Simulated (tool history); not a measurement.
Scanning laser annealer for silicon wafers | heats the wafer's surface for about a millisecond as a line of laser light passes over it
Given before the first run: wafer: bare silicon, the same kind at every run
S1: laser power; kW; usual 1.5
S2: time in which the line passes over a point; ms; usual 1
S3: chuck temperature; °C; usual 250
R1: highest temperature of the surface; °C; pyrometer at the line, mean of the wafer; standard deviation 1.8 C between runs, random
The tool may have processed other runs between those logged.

| run | hour | S1 | S2 | S3 | R1 |
|---|---|---|---|---|---|
| 1 | 0 | 1.5 | 1 | 250 | 1042 |
| 2 | 19.7 | 1.5 | 1 | 250 | 1044 |
| 3 | 51.6 | 1.5 | 1 | 250 | 1041 |
| 4 | 69.8 | 1.486 | 1 | 250 | 1037 |
| 5 | 84.8 | 1.5 | 0.93 | 250 | 1008 |
| 6 | 116 | 1.5 | 0.93 | 250 | 1009 |
| 7 | 132.9 | 1.5 | 0.73 | 275 | 930 |
| 8 | 153.7 | 1.5 | 0.73 | 275 | 934 |
| 9 | 187.9 | 1.5 | 1.09 | 250 | 1076 |
| 10 | 220.9 | 1.644 | 0.9 | 237 | 1039 |
| 11 | 248.7 | 1.478 | 0.75 | 267 | 921 |
| 12 | 267 | 1.603 | 1 | 215 | 1048 |

Below are 3 alternative next runs, each starting from the tool's condition after run 12. Predict each:
| A | 284.5 | 1.313 | 1 | 276 | ? |
| B | 284.5 | 1.276 | 0.75 | 215 | ? |
| C | 284.5 | 1.603 | 0.82 | 215 | ? |

| run | R1 |
|---|---|
| A | 968 |
| B | 784 |
| C | 957 |
Stripped of hidden state, with their random variation kept, the same runs would have yielded:
| run | R1 |
|---|---|
| A | 988 |
| B | 801 |
| C | 978 |

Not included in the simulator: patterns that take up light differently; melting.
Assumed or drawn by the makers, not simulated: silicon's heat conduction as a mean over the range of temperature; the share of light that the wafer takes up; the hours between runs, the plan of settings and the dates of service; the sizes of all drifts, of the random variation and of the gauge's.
